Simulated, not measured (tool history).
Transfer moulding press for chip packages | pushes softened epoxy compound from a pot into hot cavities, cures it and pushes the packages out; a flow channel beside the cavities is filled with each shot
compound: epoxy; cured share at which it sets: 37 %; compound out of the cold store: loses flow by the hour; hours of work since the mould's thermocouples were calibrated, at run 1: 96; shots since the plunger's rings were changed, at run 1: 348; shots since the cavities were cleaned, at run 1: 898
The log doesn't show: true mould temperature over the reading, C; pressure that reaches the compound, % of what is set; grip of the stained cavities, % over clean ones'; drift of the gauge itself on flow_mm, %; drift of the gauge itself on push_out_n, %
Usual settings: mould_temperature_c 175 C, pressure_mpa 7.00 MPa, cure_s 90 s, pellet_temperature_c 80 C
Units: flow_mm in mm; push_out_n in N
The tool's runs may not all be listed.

run,hour,mould_temperature_c,pressure_mpa,cure_s,pellet_temperature_c,hours of work since the mould's thermocouples were calibrated,shots since the plunger's rings were changed,shots since the cavities were cleaned,incoming compound's hours out of the cold store,flow_mm,push_out_n
1,0.0,175,7.00,90,80,96,348,898,19.1,582,611
2,10.3,175,7.00,90,80,101,461,1011,26.2,552,602
3,16.1,175,7.00,90,80,104,524,1074,37.4,517,602
# hour 23.1: cavities cleaned with cleaning compound and waxed
4,28.9,167,7.00,90,80,110,646,63,22.9,583,1525
5,35.0,167,7.00,90,80,113,713,130,35.9,539,1344
6,48.2,167,7.00,125,80,119,857,274,40.9,530,709
7,60.2,167,7.00,125,80,125,989,406,29.4,555,666
8,73.3,167,7.00,125,80,132,1131,548,12.9,614,667
# hour 79.1: cavities cleaned with cleaning compound and waxed, once more
9,86.8,167,7.00,125,80,138,1261,83,30.9,552,298
10,96.0,174,7.00,90,80,142,1362,184,30.9,530,413
11,105.8,174,7.00,90,80,147,1469,291,44.4,494,452
12,112.4,176,7.00,90,80,151,1541,363,25.5,554,450
13,124.2,176,7.00,90,80,156,1670,492,18.8,569,493
14,131.5,175,5.76,90,80,160,1749,571,25.1,496,537
15,139.5,175,5.76,90,80,164,1837,659,9.5,550,594
16,148.9,172,8.79,90,81,169,1939,761,19.3,637,725
17,162.4,172,8.79,90,81,175,2087,909,32.7,589,739
18,173.0,174,8.79,90,81,181,2202,1024,11.8,661,692
19,181.9,174,8.79,90,81,185,2299,1121,12.2,664,697
# hour 184.1: cavities cleaned with cleaning compound and waxed
20,193.5,177,5.92,90,80,190,2409,102,23.4,510,323
21,202.6,175,7.00,71,85,195,2509,202,19.3,563,691
22,209.9,170,6.42,99,83,198,2588,281,11.6,571,543
23,222.3,176,6.42,86,83,204,2723,416,20.3,534,539
24,233.3,172,8.76,95,74,210,2844,537,16.0,644,608
25,240.7,172,5.70,116,88,214,2923,616,22.0,494,444
26,248.7,172,5.70,116,88,218,3011,704,35.5,458,471
27,258.7,168,5.70,78,90,223,3120,813,34.6,468,1225
28,264.6,168,7.84,114,72,225,3184,877,37.5,535,593
29,270.5,170,7.84,89,72,228,3249,942,23.2,583,928

3 ways to go on from here, each from the tool as it stands after run 29. What would each give?
A,283.6,175,7.91,90,80,235,3392,1085,9.5,?,?
B,283.6,181,6.43,109,80,235,3392,1085,34.6,?,?
C,283.6,174,7.65,89,72,235,3392,1085,24.8,?,?

run,flow_mm,push_out_n
A,623,667
B,486,418
C,555,701
Without the tool's hidden state the same runs would have given:
run,flow_mm,push_out_n
A,655,286
B,511,181
C,584,300
